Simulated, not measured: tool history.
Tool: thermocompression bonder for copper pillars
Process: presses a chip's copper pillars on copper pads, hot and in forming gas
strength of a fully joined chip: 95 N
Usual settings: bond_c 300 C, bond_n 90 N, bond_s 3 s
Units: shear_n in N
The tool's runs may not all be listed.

run,hour,bond_c,bond_n,bond_s,shear_n
1,0,300,90,3,36
2,42.7,300,90,3,36.2
3,66.9,300,91,3,36.1
4,110.9,300,90,3,35.4
5,136.1,300,90,3,35.7
6,163.6,300,123,3,42
7,215.4,300,123,3,41.5
8,240.9,300,123,3,41.2
9,285,300,123,3,41.3
10,319.9,300,132,3,42.3
11,348.8,300,124,3,41.3
12,392,300,59,3,27.3
13,440.6,300,59,3,27.5
14,482,300,59,2,22.8
15,508,300,59,2,22.7
16,532,300,59,2,22.7
17,575.3,300,59,2,22.5
18,611,300,59,2,22.7
19,660.5,283,90,3,27.5
20,689.6,300,90,3,33.9
# hour 706.2: forming gas filter changed
21,715.4,300,90,3,34.3
22,751,290,90,3,30.8
23,800.7,311,105,8,57.7
24,823,311,105,8,57.5
25,874.4,311,105,8,57.5
26,899.8,305,81,2,28.6
27,933.3,281,81,8,37.5
28,973.8,281,81,8,37.4
29,1008.8,320,81,5,46.8
30,1061.4,325,100,3,45.1
31,1103.9,325,100,3,45.2

The next listed run, before its measurement:
32,1133.4,315,76,3,?

Run 32 gave shear_n 35.3 N.
Without the tool's hidden state the same run would have given shear_n 39.2 N.
